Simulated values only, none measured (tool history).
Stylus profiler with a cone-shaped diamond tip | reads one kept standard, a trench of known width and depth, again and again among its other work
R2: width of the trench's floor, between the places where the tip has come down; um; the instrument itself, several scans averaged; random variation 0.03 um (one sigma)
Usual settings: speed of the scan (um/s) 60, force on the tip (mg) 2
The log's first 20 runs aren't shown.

{"run": 21, "hour": 570.0, "speed of the scan (um/s)": 60, "force on the tip (mg)": 2, "depth of the trench (Å)": 2026.2, "R2": 16.8}
{"run": 22, "hour": 592.9, "speed of the scan (um/s)": 60, "force on the tip (mg)": 2, "depth of the trench (Å)": 2026.5, "R2": 16.81}
{"run": 23, "hour": 624.3, "speed of the scan (um/s)": 60, "force on the tip (mg)": 1.11, "depth of the trench (Å)": 2018.4, "R2": 16.72}
{"run": 24, "hour": 660.8, "speed of the scan (um/s)": 29, "force on the tip (mg)": 1.11, "depth of the trench (Å)": 2016.8, "R2": 16.94}
{"run": 25, "hour": 688.4, "speed of the scan (um/s)": 29, "force on the tip (mg)": 1.74, "depth of the trench (Å)": 2023.8, "R2": 16.98}
{"run": 26, "hour": 718.2, "speed of the scan (um/s)": 29, "force on the tip (mg)": 1.74, "depth of the trench (Å)": 2023.7, "R2": 17.03}
{"run": 27, "hour": 744.1, "speed of the scan (um/s)": 209, "force on the tip (mg)": 0.73, "depth of the trench (Å)": 2013.5, "R2": 15.01}
{"run": 28, "hour": 774.1, "speed of the scan (um/s)": 209, "force on the tip (mg)": 0.73, "depth of the trench (Å)": 2013.8, "R2": 15.01}
{"run": 29, "hour": 796.4, "speed of the scan (um/s)": 209, "force on the tip (mg)": 0.73, "depth of the trench (Å)": 2013.8, "R2": 15.02}
{"run": 30, "hour": 815.1, "speed of the scan (um/s)": 68, "force on the tip (mg)": 3.68, "depth of the trench (Å)": 2038, "R2": 16.92}
{"run": 31, "hour": 833.3, "speed of the scan (um/s)": 60, "force on the tip (mg)": 5.73, "depth of the trench (Å)": 2052.2, "R2": 17.02}
{"run": 32, "hour": 869.1, "speed of the scan (um/s)": 239, "force on the tip (mg)": 2.16, "depth of the trench (Å)": 2026.9, "R2": 15.79}
{"run": 33, "hour": 902.0, "speed of the scan (um/s)": 55, "force on the tip (mg)": 2, "depth of the trench (Å)": 2026, "R2": 16.85}
{"run": 34, "hour": 939.7, "speed of the scan (um/s)": 66, "force on the tip (mg)": 2, "depth of the trench (Å)": 2025.9, "R2": 16.79}
{"run": 35, "hour": 958.1, "speed of the scan (um/s)": 61, "force on the tip (mg)": 3.1, "depth of the trench (Å)": 2035, "R2": 16.82}
{"run": 36, "hour": 994.4, "speed of the scan (um/s)": 95, "force on the tip (mg)": 0.94, "depth of the trench (Å)": 2014.7, "R2": 16.33}

The next listed run, before its measurement:
{"run": 37, "hour": 1023.2, "speed of the scan (um/s)": 159, "force on the tip (mg)": 1.36, "depth of the trench (Å)": "?", "R2": "?"}

{"run 37": {"depth of the trench (Å)": 2019.8, "R2": 16}}
Without the tool's hidden state the same run would have given depth of the trench (Å) 2019.8, R2 16.01 um.

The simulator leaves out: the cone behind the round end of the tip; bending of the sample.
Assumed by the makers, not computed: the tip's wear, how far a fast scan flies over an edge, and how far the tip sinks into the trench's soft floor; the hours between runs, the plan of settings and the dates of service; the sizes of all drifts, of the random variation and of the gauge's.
